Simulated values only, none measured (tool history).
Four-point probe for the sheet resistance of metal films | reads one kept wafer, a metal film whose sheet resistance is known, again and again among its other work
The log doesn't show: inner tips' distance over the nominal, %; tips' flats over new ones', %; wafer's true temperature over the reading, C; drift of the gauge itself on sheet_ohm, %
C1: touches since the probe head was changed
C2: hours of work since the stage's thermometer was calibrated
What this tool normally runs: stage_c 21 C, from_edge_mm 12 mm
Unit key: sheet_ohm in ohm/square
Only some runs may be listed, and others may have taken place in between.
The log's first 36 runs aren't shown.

Run 37, hour 414.9: usual settings but stage_c 30 C, from_edge_mm 3 mm; C1 18158; C2 1219. Result: sheet_ohm 0.039853 ohm/square.
Run 38, hour 422.5: usual settings but stage_c 27 C, from_edge_mm 4 mm; C1 18440; C2 1223. Result: sheet_ohm 0.039628 ohm/square.
Run 39, hour 433.0: usual settings but from_edge_mm 4 mm; C1 18830; C2 1229. Result: sheet_ohm 0.039975 ohm/square.
Run 40, hour 444.1: usual settings but stage_c 25 C, from_edge_mm 4 mm; C1 19241; C2 1235. Result: sheet_ohm 0.039743 ohm/square.
Run 41, hour 458.1: usual settings but from_edge_mm 7 mm; C1 19759; C2 1242. Result: sheet_ohm 0.039622 ohm/square.
Run 42, hour 464.6: usual settings but from_edge_mm 7 mm; C1 20001; C2 1246. Result: sheet_ohm 0.039638 ohm/square.
Run 43, hour 477.8: usual settings but stage_c 19 C, from_edge_mm 7 mm; C1 20492; C2 1253. Result: sheet_ohm 0.039753 ohm/square.
Run 44, hour 493.2: usual settings but stage_c 20 C, from_edge_mm 9 mm; C1 21064; C2 1261. Result: sheet_ohm 0.039618 ohm/square.

Branching from run 44: 5 alternative next runs. What would each branch give?
Run A, hour 506.3: usual settings but stage_c 23 C, from_edge_mm 3 mm; C1 21548; C2 1267. Result: sheet_ohm ?.
Run B, hour 506.3: usual settings but stage_c 33 C, from_edge_mm 7 mm; C1 21548; C2 1267. Result: sheet_ohm ?.
Run C, hour 506.3: usual settings but stage_c 25 C, from_edge_mm 64 mm; C1 21548; C2 1267. Result: sheet_ohm ?.
Run D, hour 506.3: usual settings but stage_c 25 C, from_edge_mm 72 mm; C1 21548; C2 1267. Result: sheet_ohm ?.
Run E, hour 506.3: usual settings but stage_c 31 C, from_edge_mm 13 mm; C1 21548; C2 1267. Result: sheet_ohm ?.

run  sheet_ohm
  A   0.040279
  B   0.038950
  C   0.039220
  D   0.039232
  E   0.038940
With the hidden condition removed and each run's random variation left untouched, the same runs would have given:
run  sheet_ohm
  A   0.040136
  B   0.038811
  C   0.039082
  D   0.039093
  E   0.038802
